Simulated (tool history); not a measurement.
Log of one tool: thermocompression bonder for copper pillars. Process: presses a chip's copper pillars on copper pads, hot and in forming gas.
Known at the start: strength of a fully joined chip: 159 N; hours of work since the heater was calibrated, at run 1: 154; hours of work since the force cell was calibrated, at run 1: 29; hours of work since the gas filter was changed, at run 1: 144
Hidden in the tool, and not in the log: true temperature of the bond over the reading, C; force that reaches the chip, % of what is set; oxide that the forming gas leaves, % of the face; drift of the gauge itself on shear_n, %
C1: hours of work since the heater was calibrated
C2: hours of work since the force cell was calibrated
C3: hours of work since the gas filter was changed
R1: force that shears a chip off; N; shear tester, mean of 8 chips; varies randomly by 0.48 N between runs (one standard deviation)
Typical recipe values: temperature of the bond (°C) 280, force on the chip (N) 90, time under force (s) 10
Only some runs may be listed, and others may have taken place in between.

{"run": 1, "hour": 0.0, "temperature of the bond (°C)": 280, "force on the chip (N)": 90, "time under force (s)": 10, "C1": 154, "C2": 29, "C3": 144, "R1": 64.8}
{"run": 2, "hour": 9.3, "temperature of the bond (°C)": 280, "force on the chip (N)": 90, "time under force (s)": 10, "C1": 160, "C2": 36, "C3": 151, "R1": 64.8}
{"run": 3, "hour": 17.0, "temperature of the bond (°C)": 280, "force on the chip (N)": 90, "time under force (s)": 10, "C1": 166, "C2": 41, "C3": 157, "R1": 65.0}
{"run": 4, "hour": 22.6, "temperature of the bond (°C)": 280, "force on the chip (N)": 90, "time under force (s)": 10, "C1": 170, "C2": 45, "C3": 161, "R1": 65.4}
{"run": 5, "hour": 31.8, "temperature of the bond (°C)": 280, "force on the chip (N)": 90, "time under force (s)": 10, "C1": 177, "C2": 52, "C3": 167, "R1": 64.5}
{"hour": 35.4, "done": "forming gas filter changed"}
{"run": 6, "hour": 38.4, "temperature of the bond (°C)": 280, "force on the chip (N)": 105, "time under force (s)": 10, "C1": 181, "C2": 57, "C3": 2, "R1": 81.9}
{"run": 7, "hour": 44.1, "temperature of the bond (°C)": 280, "force on the chip (N)": 105, "time under force (s)": 10, "C1": 185, "C2": 61, "C3": 6, "R1": 81.8}
{"run": 8, "hour": 51.9, "temperature of the bond (°C)": 274, "force on the chip (N)": 90, "time under force (s)": 10, "C1": 191, "C2": 66, "C3": 12, "R1": 67.6}
{"run": 9, "hour": 57.7, "temperature of the bond (°C)": 274, "force on the chip (N)": 90, "time under force (s)": 10, "C1": 195, "C2": 71, "C3": 16, "R1": 67.7}
{"run": 10, "hour": 63.4, "temperature of the bond (°C)": 274, "force on the chip (N)": 90, "time under force (s)": 10, "C1": 199, "C2": 75, "C3": 20, "R1": 67.4}
{"run": 11, "hour": 71.9, "temperature of the bond (°C)": 275, "force on the chip (N)": 90, "time under force (s)": 10, "C1": 205, "C2": 81, "C3": 27, "R1": 67.3}
{"run": 12, "hour": 83.2, "temperature of the bond (°C)": 280, "force on the chip (N)": 104, "time under force (s)": 10, "C1": 214, "C2": 89, "C3": 35, "R1": 80.7}
{"run": 13, "hour": 93.1, "temperature of the bond (°C)": 280, "force on the chip (N)": 104, "time under force (s)": 10, "C1": 221, "C2": 96, "C3": 42, "R1": 80.2}
{"run": 14, "hour": 101.9, "temperature of the bond (°C)": 280, "force on the chip (N)": 90, "time under force (s)": 10, "C1": 227, "C2": 103, "C3": 48, "R1": 69.6}
{"hour": 104.1, "done": "force cell calibrated"}
{"run": 15, "hour": 113.8, "temperature of the bond (°C)": 310, "force on the chip (N)": 66, "time under force (s)": 30, "C1": 235, "C2": 7, "C3": 56, "R1": 98.3}
{"run": 16, "hour": 123.7, "temperature of the bond (°C)": 276, "force on the chip (N)": 90, "time under force (s)": 28, "C1": 242, "C2": 14, "C3": 63, "R1": 95.1}
{"run": 17, "hour": 130.5, "temperature of the bond (°C)": 276, "force on the chip (N)": 90, "time under force (s)": 28, "C1": 247, "C2": 19, "C3": 68, "R1": 95.2}
{"hour": 135.2, "done": "force cell calibrated, once more"}
{"run": 18, "hour": 143.0, "temperature of the bond (°C)": 276, "force on the chip (N)": 90, "time under force (s)": 28, "C1": 255, "C2": 6, "C3": 76, "R1": 94.3}
{"run": 19, "hour": 151.5, "temperature of the bond (°C)": 250, "force on the chip (N)": 77, "time under force (s)": 26, "C1": 261, "C2": 12, "C3": 82, "R1": 63.4}
{"run": 20, "hour": 157.2, "temperature of the bond (°C)": 295, "force on the chip (N)": 90, "time under force (s)": 6, "C1": 265, "C2": 16, "C3": 86, "R1": 65.7}
{"run": 21, "hour": 163.1, "temperature of the bond (°C)": 290, "force on the chip (N)": 76, "time under force (s)": 6, "C1": 270, "C2": 20, "C3": 91, "R1": 53.5}
{"run": 22, "hour": 172.4, "temperature of the bond (°C)": 290, "force on the chip (N)": 76, "time under force (s)": 6, "C1": 276, "C2": 27, "C3": 98, "R1": 52.1}
{"run": 23, "hour": 183.0, "temperature of the bond (°C)": 309, "force on the chip (N)": 56, "time under force (s)": 10, "C1": 284, "C2": 35, "C3": 105, "R1": 56.6}
{"run": 24, "hour": 191.0, "temperature of the bond (°C)": 309, "force on the chip (N)": 56, "time under force (s)": 10, "C1": 290, "C2": 41, "C3": 111, "R1": 57.6}
{"run": 25, "hour": 201.1, "temperature of the bond (°C)": 280, "force on the chip (N)": 67, "time under force (s)": 22, "C1": 297, "C2": 48, "C3": 118, "R1": 69.4}
{"run": 26, "hour": 206.3, "temperature of the bond (°C)": 280, "force on the chip (N)": 67, "time under force (s)": 22, "C1": 301, "C2": 52, "C3": 122, "R1": 68.5}
{"run": 27, "hour": 212.2, "temperature of the bond (°C)": 280, "force on the chip (N)": 90, "time under force (s)": 25, "C1": 305, "C2": 56, "C3": 126, "R1": 92.7}

Predict each of these 4 candidate next runs independently; none follows another, all start after run 27:
{"run": "A", "hour": 223.9, "temperature of the bond (°C)": 288, "force on the chip (N)": 83, "time under force (s)": 20, "C1": 314, "C2": 65, "C3": 135, "R1": "?"}
{"run": "B", "hour": 223.9, "temperature of the bond (°C)": 280, "force on the chip (N)": 90, "time under force (s)": 12, "C1": 314, "C2": 65, "C3": 135, "R1": "?"}
{"run": "C", "hour": 223.9, "temperature of the bond (°C)": 280, "force on the chip (N)": 59, "time under force (s)": 24, "C1": 314, "C2": 65, "C3": 135, "R1": "?"}
{"run": "D", "hour": 223.9, "temperature of the bond (°C)": 280, "force on the chip (N)": 65, "time under force (s)": 16, "C1": 314, "C2": 65, "C3": 135, "R1": "?"}

run=A R1=85.6
run=B R1=72.9
run=C R1=63.1
run=D R1=59.8
With the hidden condition removed and each run's random variation left untouched, the same runs would have given:
run=A R1=88.3
run=B R1=74.6
run=C R1=64.3
run=D R1=60.8

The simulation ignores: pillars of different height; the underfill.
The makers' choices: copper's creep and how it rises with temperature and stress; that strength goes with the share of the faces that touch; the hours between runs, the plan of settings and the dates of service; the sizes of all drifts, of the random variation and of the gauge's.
